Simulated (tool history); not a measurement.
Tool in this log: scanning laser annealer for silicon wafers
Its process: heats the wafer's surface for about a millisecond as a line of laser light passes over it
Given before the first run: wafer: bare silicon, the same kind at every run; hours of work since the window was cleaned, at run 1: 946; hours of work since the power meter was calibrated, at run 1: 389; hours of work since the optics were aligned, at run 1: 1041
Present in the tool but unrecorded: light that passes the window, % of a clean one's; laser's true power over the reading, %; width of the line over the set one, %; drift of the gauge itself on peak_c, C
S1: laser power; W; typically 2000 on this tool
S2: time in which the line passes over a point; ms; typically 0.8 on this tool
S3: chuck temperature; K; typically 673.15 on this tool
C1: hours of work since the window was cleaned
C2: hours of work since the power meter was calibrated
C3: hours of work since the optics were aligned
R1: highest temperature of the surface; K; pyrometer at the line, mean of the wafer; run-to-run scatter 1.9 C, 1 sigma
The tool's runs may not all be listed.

Run 1, day 0: usual settings; C1 946; C2 389; C3 1041. Result: R1 1434.15 K.
Run 2, day 0.629: usual settings but S1 2124 W; C1 953; C2 397; C3 1049. Result: R1 1492.15 K.
Run 3, day 1.275: usual settings but S1 2132 W; C1 961; C2 405; C3 1056. Result: R1 1495.15 K.
Run 4, day 1.796: usual settings but S1 2132 W; C1 968; C2 411; C3 1063. Result: R1 1496.15 K.
At day 2.158: window over the wafer cleaned.
Run 5, day 2.258: usual settings; C1 1; C2 416; C3 1067. Result: R1 1485.15 K.
Run 6, day 2.679: usual settings; C1 6; C2 421; C3 1073. Result: R1 1488.15 K.

Run 7, settings as shown, results not yet in. Your forecast:
Run 7, day 3.296: usual settings; C1 14; C2 429; C3 1080. Result: R1 ?.

Run 7 gave R1 1487.15 K.
With the hidden condition absent and the run-to-run variation left alone, this run would have shown R1 1499.15 K.
